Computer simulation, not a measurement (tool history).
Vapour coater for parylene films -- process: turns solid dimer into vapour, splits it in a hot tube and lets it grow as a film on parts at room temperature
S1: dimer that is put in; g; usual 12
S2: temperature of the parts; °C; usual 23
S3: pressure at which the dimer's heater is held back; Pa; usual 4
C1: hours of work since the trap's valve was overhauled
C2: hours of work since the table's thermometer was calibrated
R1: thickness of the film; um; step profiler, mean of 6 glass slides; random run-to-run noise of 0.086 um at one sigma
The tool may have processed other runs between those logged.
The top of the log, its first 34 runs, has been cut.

{"run": 35, "hour": 615.6, "S1": 14, "S2": 20, "S3": 5.95, "C1": 140, "C2": 1076, "R1": 11.77}
{"run": 36, "hour": 640.5, "S1": 15, "S2": 23, "S3": 6.7, "C1": 162, "C2": 1097, "R1": 11.09}
{"run": 37, "hour": 656.6, "S1": 17, "S2": 16, "S3": 8.92, "C1": 176, "C2": 1111, "R1": 14.36}
{"run": 38, "hour": 670.5, "S1": 12, "S2": 28, "S3": 4, "C1": 187, "C2": 1123, "R1": 8.81}
{"run": 39, "hour": 685.0, "S1": 12, "S2": 28, "S3": 4, "C1": 200, "C2": 1135, "R1": 8.75}
{"run": 40, "hour": 706.0, "S1": 17, "S2": 31, "S3": 4, "C1": 218, "C2": 1154, "R1": 11.24}
{"run": 41, "hour": 720.8, "S1": 17, "S2": 31, "S3": 3.62, "C1": 231, "C2": 1166, "R1": 11.53}
{"run": 42, "hour": 745.4, "S1": 17, "S2": 31, "S3": 3.62, "C1": 252, "C2": 1187, "R1": 11.44}
{"run": 43, "hour": 758.9, "S1": 17, "S2": 31, "S3": 3.62, "C1": 264, "C2": 1199, "R1": 11.52}
{"run": 44, "hour": 771.0, "S1": 17, "S2": 31, "S3": 3.62, "C1": 274, "C2": 1209, "R1": 11.31}
{"run": 45, "hour": 792.2, "S1": 13, "S2": 20, "S3": 3.56, "C1": 292, "C2": 1228, "R1": 12.24}
{"run": 46, "hour": 814.0, "S1": 9, "S2": 16, "S3": 4.85, "C1": 311, "C2": 1246, "R1": 8.69}

Forecast each of these 5 alternatives for the next run:
{"run": "A", "hour": 828.1, "S1": 9, "S2": 16, "S3": 2.42, "C1": 323, "C2": 1259, "R1": "?"}
{"run": "B", "hour": 828.1, "S1": 10, "S2": 34, "S3": 3.28, "C1": 323, "C2": 1259, "R1": "?"}
{"run": "C", "hour": 828.1, "S1": 12, "S2": 23, "S3": 3.71, "C1": 323, "C2": 1259, "R1": "?"}
{"run": "D", "hour": 828.1, "S1": 15, "S2": 22, "S3": 2.31, "C1": 323, "C2": 1259, "R1": "?"}
{"run": "E", "hour": 828.1, "S1": 12, "S2": 34, "S3": 3.34, "C1": 323, "C2": 1259, "R1": "?"}

run=A R1=9.26
run=B R1=6.38
run=C R1=10.17
run=D R1=14.79
run=E R1=7.61
Take away the tool's hidden state, keep each run's random variation, and the runs would have read:
run=A R1=9.76
run=B R1=6.68
run=C R1=10.64
run=D R1=15.47
run=E R1=7.96

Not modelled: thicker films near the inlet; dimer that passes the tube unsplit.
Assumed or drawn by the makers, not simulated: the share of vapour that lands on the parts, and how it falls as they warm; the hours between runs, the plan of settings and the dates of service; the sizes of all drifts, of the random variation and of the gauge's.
